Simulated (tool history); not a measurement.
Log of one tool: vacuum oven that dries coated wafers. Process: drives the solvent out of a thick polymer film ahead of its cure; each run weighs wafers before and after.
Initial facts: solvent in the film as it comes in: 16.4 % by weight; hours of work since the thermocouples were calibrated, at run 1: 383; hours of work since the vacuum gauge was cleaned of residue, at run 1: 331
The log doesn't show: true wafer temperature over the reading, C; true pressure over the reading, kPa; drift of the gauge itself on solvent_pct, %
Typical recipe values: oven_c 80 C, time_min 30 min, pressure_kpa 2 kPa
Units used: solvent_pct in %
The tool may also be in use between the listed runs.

run      day  oven_c  time_min  pressure_kpa  hours of work since the thermocouples were calibrated  hours of work since the vacuum gauge was cleaned of residue  solvent_pct
  1        0      80        30             2                                                    383                                                          331         3.47
  2    1.425      80        30             2                                                    408                                                          356         3.48
  3    4.079      80        30             2                                                    455                                                          403         3.48
  4    6.746      81        30             2                                                    502                                                          450         3.29
  5    9.812      81        30             2                                                    556                                                          504         3.27
  6   12.471      81        30             2                                                    603                                                          551         3.32
      13.454  -- oven's thermocouples calibrated
  7   15.312      81        30             2                                                     33                                                          600         2.94
  8   17.292      81        30             2                                                     68                                                          635         2.95
  9   19.375      81        30             2                                                    105                                                          672         3.03
 10   21.038      80        30             2                                                    134                                                          701         3.29
 11   23.654      80        32             2                                                    180                                                          747         2.92
 12   25.704      80        32             2                                                    216                                                          784         2.95
 13   27.996      80        30             2                                                    257                                                          824         3.27
 14   31.029      80        30             2                                                    311                                                          878         3.39
 15   33.779      80        30             2                                                    359                                                          926          3.4
 16   35.521      80        30             2                                                    390                                                          957         3.38
 17   38.371      80        30             2                                                    440                                                         1007         3.44
 18   40.804      80        34             2                                                    483                                                         1050         2.95
 19   42.517      80        30          3.85                                                    514                                                         1081         3.74
 20   45.412      80        30          3.85                                                    565                                                         1132         3.77
 21   46.683      80        30             2                                                    587                                                         1154         3.42
        48.5  -- oven's thermocouples calibrated
 22     48.7      80        29             2                                                      4                                                         1189         3.35
 23   51.417      80        29             2                                                     52                                                         1237         3.36
 24   54.483      80        29             2                                                    106                                                         1291         3.39
 25   56.354      80        42          3.94                                                    139                                                         1324         2.34
 26   58.296      80        42          3.94                                                    173                                                         1358         2.35
 27   60.617      71        30          4.32                                                    214                                                         1399         6.29
 28   63.029      71        30          4.32                                                    257                                                         1442         6.31
 29   64.992      84        27          4.38                                                    291                                                         1476         3.15
 30   66.758      79        30             2                                                    323                                                         1508         3.62
 31   68.792      79        30             2                                                    359                                                         1544         3.68
 32   70.483      91        30             2                                                    389                                                         1574         1.19
      72.025  -- vacuum gauge cleaned of residue and calibrated
 33   72.025      80        35          2.34                                                    415                                                            0         2.75
 34       75      76        26             2                                                    467                                                           53         5.08
 35   76.229      76        17          6.96                                                    489                                                           74         7.79
 36   77.808      76        17          1.88                                                    517                                                          102         7.14
 37   80.617      86        35          2.87                                                    567                                                          152         1.75
 38    82.55      90        30           6.4                                                    601                                                          186         1.87
      83.579  -- oven's thermocouples calibrated
 39   84.054      74        51           6.4                                                      8                                                          211         3.44
 40   85.396      74        51           6.4                                                     32                                                          235         3.53
 41   87.617      74        51           6.4                                                     71                                                          274         3.55
 42   89.092      74        32          1.45                                                     97                                                          300         4.57
 43    91.45      74        32          1.45                                                    139                                                          342         4.56
 44   94.075      86        20          7.35                                                    186                                                          388         4.25
 45   96.062      86        20          7.35                                                    221                                                          423         4.26
 46   97.671      86        20          7.35                                                    249                                                          452         4.24
 47  100.117      86        20          7.35                                                    292                                                          495         4.27

Consider 3 possible next runs. They are alternatives, not a sequence: every one starts from the tool as it was left by run 47. What does each give?
  A  101.358      70        40          7.36                                                    314                                                          517            ?
  B  101.358      94        30          2.04                                                    314                                                          517            ?
  C  101.358      80        24             2                                                    314                                                          517            ?

run  solvent_pct
  A         6.09
  B         0.81
  C         4.34
The same runs, with their run-to-run variation unchanged, on a tool lacking any hidden condition would have given:
run  solvent_pct
  A         5.82
  B         0.72
  C         4.11

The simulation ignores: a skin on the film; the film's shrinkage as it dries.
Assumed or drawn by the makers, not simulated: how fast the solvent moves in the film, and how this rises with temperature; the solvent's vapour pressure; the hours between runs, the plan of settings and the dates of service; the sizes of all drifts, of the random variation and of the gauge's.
